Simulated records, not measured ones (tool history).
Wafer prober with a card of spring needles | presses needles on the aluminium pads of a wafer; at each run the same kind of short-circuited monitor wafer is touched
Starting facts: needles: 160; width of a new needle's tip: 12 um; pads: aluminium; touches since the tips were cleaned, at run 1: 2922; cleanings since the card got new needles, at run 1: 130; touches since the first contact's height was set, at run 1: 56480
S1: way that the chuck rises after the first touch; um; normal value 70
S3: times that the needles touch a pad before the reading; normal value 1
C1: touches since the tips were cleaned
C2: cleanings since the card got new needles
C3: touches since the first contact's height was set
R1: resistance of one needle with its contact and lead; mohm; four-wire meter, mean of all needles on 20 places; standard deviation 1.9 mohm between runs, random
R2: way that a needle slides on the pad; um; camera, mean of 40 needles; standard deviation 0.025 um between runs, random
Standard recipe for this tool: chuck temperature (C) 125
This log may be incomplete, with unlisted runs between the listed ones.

{"run": 1, "hour": 0.0, "S1": 70, "chuck temperature (C)": 125, "S3": 1, "C1": 2922, "C2": 130, "C3": 56480, "R1": 209, "R2": 11.23}
{"hour": 10.0, "done": "tips cleaned on abrasive film"}
{"hour": 26.5, "done": "tips cleaned on abrasive film"}
{"hour": 43.1, "done": "tips cleaned on abrasive film"}
{"hour": 56.1, "done": "height of the first contact set anew"}
{"hour": 59.5, "done": "tips cleaned on abrasive film"}
{"run": 2, "hour": 68.2, "S1": 70, "chuck temperature (C)": 125, "S3": 1, "C1": 5469, "C2": 134, "C3": 7529, "R1": 204, "R2": 11.18}
{"hour": 74.9, "done": "tips cleaned on abrasive film"}
{"hour": 88.2, "done": "tips cleaned on abrasive film"}
{"hour": 104.7, "done": "tips cleaned on abrasive film"}
{"hour": 121.3, "done": "tips cleaned on abrasive film"}
{"run": 3, "hour": 129.6, "S1": 70, "chuck temperature (C)": 125, "S3": 1, "C1": 5219, "C2": 138, "C3": 45707, "R1": 206, "R2": 11.18}
{"hour": 136.3, "done": "tips cleaned on abrasive film"}
{"hour": 152.5, "done": "tips cleaned on abrasive film"}
{"hour": 165.7, "done": "tips cleaned on abrasive film"}
{"hour": 181.9, "done": "tips cleaned on abrasive film"}
{"run": 4, "hour": 188.4, "S1": 70, "chuck temperature (C)": 125, "S3": 1, "C1": 4096, "C2": 142, "C3": 82286, "R1": 204, "R2": 11.19}
{"hour": 198.4, "done": "tips cleaned on abrasive film"}
{"hour": 202.0, "done": "height of the first contact set anew"}
{"hour": 211.9, "done": "tips cleaned on abrasive film"}
{"hour": 227.8, "done": "tips cleaned on abrasive film"}
{"run": 5, "hour": 227.8, "S1": 70, "chuck temperature (C)": 125, "S3": 1, "C1": 4, "C2": 145, "C3": 16088, "R1": 202, "R2": 11.18}
{"hour": 241.2, "done": "tips cleaned on abrasive film"}
{"hour": 257.7, "done": "tips cleaned on abrasive film"}
{"run": 6, "hour": 260.9, "S1": 70, "chuck temperature (C)": 125, "S3": 1, "C1": 1995, "C2": 147, "C3": 36665, "R1": 205, "R2": 11.19}
{"hour": 274.2, "done": "tips cleaned on abrasive film"}
{"hour": 287.4, "done": "tips cleaned on abrasive film"}
{"hour": 300.7, "done": "tips cleaned on abrasive film"}
{"hour": 313.9, "done": "tips cleaned on abrasive film"}
{"run": 7, "hour": 315.1, "S1": 70, "chuck temperature (C)": 125, "S3": 1, "C1": 756, "C2": 151, "C3": 70387, "R1": 207, "R2": 11.15}
{"hour": 328.4, "done": "tips cleaned on abrasive film"}
{"hour": 344.8, "done": "tips cleaned on abrasive film"}
{"hour": 348.4, "done": "height of the first contact set anew"}
{"hour": 361.4, "done": "tips cleaned on abrasive film"}
{"run": 8, "hour": 361.4, "S1": 63, "chuck temperature (C)": 125, "S3": 1, "C1": 0, "C2": 154, "C3": 8127, "R1": 208, "R2": 10.05}
{"hour": 377.8, "done": "tips cleaned on abrasive film"}
{"hour": 391.0, "done": "tips cleaned on abrasive film"}
{"run": 9, "hour": 394.5, "S1": 63, "chuck temperature (C)": 125, "S3": 1, "C1": 2180, "C2": 156, "C3": 28716, "R1": 211, "R2": 9.95}
{"hour": 407.6, "done": "tips cleaned on abrasive film"}
{"hour": 424.1, "done": "tips cleaned on abrasive film"}
{"hour": 440.4, "done": "tips cleaned on abrasive film"}
{"hour": 454.0, "done": "tips cleaned on abrasive film"}
{"run": 10, "hour": 454.0, "S1": 86, "chuck temperature (C)": 30, "S3": 2, "C1": 0, "C2": 160, "C3": 65685, "R1": 188, "R2": 13.7}
{"hour": 470.5, "done": "tips cleaned on abrasive film"}
{"hour": 487.0, "done": "tips cleaned on abrasive film"}
{"hour": 493.9, "done": "height of the first contact set anew"}
{"hour": 500.9, "done": "tips cleaned on abrasive film"}
{"run": 11, "hour": 500.9, "S1": 78, "chuck temperature (C)": 40, "S3": 1, "C1": 0, "C2": 163, "C3": 4327, "R1": 189, "R2": 12.41}
{"hour": 514.2, "done": "tips cleaned on abrasive film"}
{"hour": 527.4, "done": "tips cleaned on abrasive film"}
{"hour": 544.0, "done": "tips cleaned on abrasive film"}
{"run": 12, "hour": 548.6, "S1": 78, "chuck temperature (C)": 40, "S3": 1, "C1": 2902, "C2": 166, "C3": 34013, "R1": 186, "R2": 12.42}
{"hour": 558.6, "done": "tips cleaned on abrasive film"}
{"hour": 575.1, "done": "tips cleaned on abrasive film"}
{"hour": 591.4, "done": "tips cleaned on abrasive film"}
{"hour": 607.8, "done": "tips cleaned on abrasive film"}
{"run": 13, "hour": 616.1, "S1": 78, "chuck temperature (C)": 40, "S3": 1, "C1": 5210, "C2": 170, "C3": 76053, "R1": 188, "R2": 12.35}
{"hour": 622.8, "done": "tips cleaned on abrasive film"}
{"hour": 638.9, "done": "tips cleaned on abrasive film"}
{"hour": 642.5, "done": "height of the first contact set anew"}
{"run": 14, "hour": 651.3, "S1": 78, "chuck temperature (C)": 40, "S3": 1, "C1": 7530, "C2": 172, "C3": 5469, "R1": 188, "R2": 12.34}

Branching from run 14: 3 alternative next runs. What would each branch give?
{"hour": 654.6, "done": "tips cleaned on abrasive film"}
{"hour": 667.9, "done": "tips cleaned on abrasive film"}
{"hour": 684.1, "done": "tips cleaned on abrasive film"}
{"run": "A", "hour": 694.4, "S1": 54, "chuck temperature (C)": 40, "S3": 2, "C1": 6458, "C2": 175, "C3": 32290, "R1": "?", "R2": "?"}
{"hour": 654.6, "done": "tips cleaned on abrasive film"}
{"hour": 667.9, "done": "tips cleaned on abrasive film"}
{"hour": 684.1, "done": "tips cleaned on abrasive film"}
{"run": "B", "hour": 694.4, "S1": 53, "chuck temperature (C)": 59, "S3": 1, "C1": 6458, "C2": 175, "C3": 32290, "R1": "?", "R2": "?"}
{"hour": 654.6, "done": "tips cleaned on abrasive film"}
{"hour": 667.9, "done": "tips cleaned on abrasive film"}
{"hour": 684.1, "done": "tips cleaned on abrasive film"}
{"run": "C", "hour": 694.4, "S1": 78, "chuck temperature (C)": 89, "S3": 2, "C1": 6458, "C2": 175, "C3": 32290, "R1": "?", "R2": "?"}

run=A R1=190 R2=8.54
run=B R1=198 R2=8.44
run=C R1=199 R2=12.39
Take away the tool's hidden state, keep each run's random variation, and the runs would have read:
run=A R1=190 R2=8.65
run=B R1=197 R2=8.54
run=C R1=198 R2=12.54
